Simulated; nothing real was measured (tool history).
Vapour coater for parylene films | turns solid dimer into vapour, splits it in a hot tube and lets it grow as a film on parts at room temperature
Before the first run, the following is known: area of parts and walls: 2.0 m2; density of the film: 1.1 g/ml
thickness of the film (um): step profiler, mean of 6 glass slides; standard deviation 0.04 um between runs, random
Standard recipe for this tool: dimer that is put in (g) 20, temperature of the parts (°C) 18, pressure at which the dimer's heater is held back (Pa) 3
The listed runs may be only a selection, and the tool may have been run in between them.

run   hour  dimer that is put in (g)  temperature of the parts (°C)  pressure at which the dimer's heater is held back (Pa)  thickness of the film (um)
  1      0                        20                             18                                                       3                        5.84
  2   60.4                        20                             18                                                       3                        5.78
  3  106.9                        20                             18                                                       3                        5.67
  4  141.9                        20                             18                                                    4.49                        5.31
  5    195                        20                             18                                                       3                        5.59
  6  247.5                        20                             18                                                       3                        5.48

Run 7 has not been measured yet. What should we expect?
  7  307.7                        20                             18                                                       3                           ?

Run 7 measured thickness of the film (um) 5.39.
If the tool had no hidden condition, the same run with the same run-to-run variation would have returned thickness of the film (um) 6.08.
